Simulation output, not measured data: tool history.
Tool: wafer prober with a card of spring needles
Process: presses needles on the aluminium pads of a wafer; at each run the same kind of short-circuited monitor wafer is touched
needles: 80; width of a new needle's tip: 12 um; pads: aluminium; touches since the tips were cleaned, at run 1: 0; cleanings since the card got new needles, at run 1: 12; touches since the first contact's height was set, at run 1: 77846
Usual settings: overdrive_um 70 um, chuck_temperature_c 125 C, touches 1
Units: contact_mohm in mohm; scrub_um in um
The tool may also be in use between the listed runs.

run     day  overdrive_um  chuck_temperature_c  touches  touches since the tips were cleaned  cleanings since the card got new needles  touches since the first contact's height was set  contact_mohm  scrub_um
  1       0            70                  125        1                                    0                                        12                                             77846           196    12.746
      0.567  -- tips cleaned on abrasive film
  2   0.567            70                  125        1                                    0                                        13                                             83665           196     12.72
  3   1.021            70                  125        1                                 4686                                        13                                             88351           212    12.722
      1.146  -- tips cleaned on abrasive film
  4   1.633            70                  125        1                                 5033                                        14                                             94625           212    12.705
      1.729  -- tips cleaned on abrasive film
  5   2.217            70                  125        3                                 5045                                        15                                            100618           200    12.697
      2.296  -- tips cleaned on abrasive film
      2.883  -- tips cleaned on abrasive film
  6   2.883            70                  125        3                                    0                                        17                                            107428           198    12.672
  7   3.379            70                  125        3                                 5119                                        17                                            112547           197    12.686
      3.492  -- tips cleaned on abrasive film
      4.112  -- tips cleaned on abrasive film
  8   4.129            70                   54        1                                  152                                        19                                            120203           182     12.67
      4.717  -- tips cleaned on abrasive film
  9   4.725            70                   54        1                                   67                                        20                                            126320           182    12.657
 10   5.196            70                  125        1                                 4927                                        20                                            131180           211     12.65
      5.288  -- tips cleaned on abrasive film
 11   5.679            70                  125        1                                 4046                                        21                                            136150           209    12.643
      5.892  -- tips cleaned on abrasive film
 12   6.392            75                  125        1                                 5177                                        22                                            143475           215    13.542
      6.504  -- tips cleaned on abrasive film
      7.121  -- tips cleaned on abrasive film
 13   7.154            75                   77        1                                  346                                        24                                            151259           186    13.556
 14   7.671            75                   77        1                                 5651                                        24                                            156564           200    13.548
      7.704  -- tips cleaned on abrasive film
      7.779  -- height of the first contact set anew
      8.317  -- tips cleaned on abrasive film
 15   8.454            75                   77        1                                 1452                                        26                                              6952           192    13.728
      8.888  -- tips cleaned on abrasive film
 16    9.25            70                  125        1                                 3723                                        27                                             15103           209    12.792
      9.475  -- tips cleaned on abrasive film
 17   9.875            70                  125        1                                 4146                                        28                                             21530           213    12.795
     10.054  -- tips cleaned on abrasive film
 18  10.521            71                   28        1                                 4812                                        29                                             28152           189    12.973
     10.654  -- tips cleaned on abrasive film
 19  11.004            71                   28        1                                 3606                                        30                                             33111           186    12.943
     11.225  -- tips cleaned on abrasive film
 20  11.375            71                  105        2                                 1572                                        31                                             36922           196    12.954
     11.808  -- tips cleaned on abrasive film
 21  12.046            71                  105        2                                 2449                                        32                                             43793           197    12.926
     12.375  -- tips cleaned on abrasive film
 22  12.812            71                  105        2                                 4553                                        33                                             51688           199    12.917
     12.946  -- tips cleaned on abrasive film
 23  13.175            90                  125        1                                 2342                                        34                                             55349           203    16.403
     13.521  -- tips cleaned on abrasive film
 24  13.779            90                   86        1                                 2704                                        35                                             61589           195    16.389
     14.142  -- tips cleaned on abrasive film
 25  14.458            89                   63        1                                 3286                                        36                                             68542           191    16.203
     14.746  -- tips cleaned on abrasive film
 26  14.912            57                   69        1                                 1727                                        37                                             73204           195    10.335
     15.308  -- tips cleaned on abrasive film
 27  15.646            84                  125        2                                 3490                                        38                                             80725           202    15.273
     15.925  -- tips cleaned on abrasive film
 28  16.292            79                   97        1                                 3777                                        39                                             87354           202    14.371
     16.533  -- tips cleaned on abrasive film
 29    16.9            79                   97        1                                 3816                                        40                                             93619           199    14.326
     17.108  -- tips cleaned on abrasive film
 30  17.558            79                   97        1                                 4634                                        41                                            100352           203    14.337
     17.679  -- tips cleaned on abrasive film
 31  18.225            79                   27        1                                 5608                                        42                                            107184           188    14.329
     18.279  -- tips cleaned on abrasive film
     18.858  -- tips cleaned on abrasive film
 32  18.908            70                  125        2                                  545                                        44                                            114196           199    12.645

Forecast each of these 3 alternatives for the next run:
  A  19.275            70                   87        1                                 4321                                        44                                            117972             ?         ?
  B  19.275            51                  125        2                                 4321                                        44                                            117972             ?         ?
  C  19.275            70                   76        2                                 4321                                        44                                            117972             ?         ?

run  contact_mohm  scrub_um
  A           202    12.658
  B           216     9.184
  C           194    12.663
Without the tool's hidden state the same runs would have given:
run  contact_mohm  scrub_um
  A           187    12.803
  B           201     9.329
  C           185    12.807
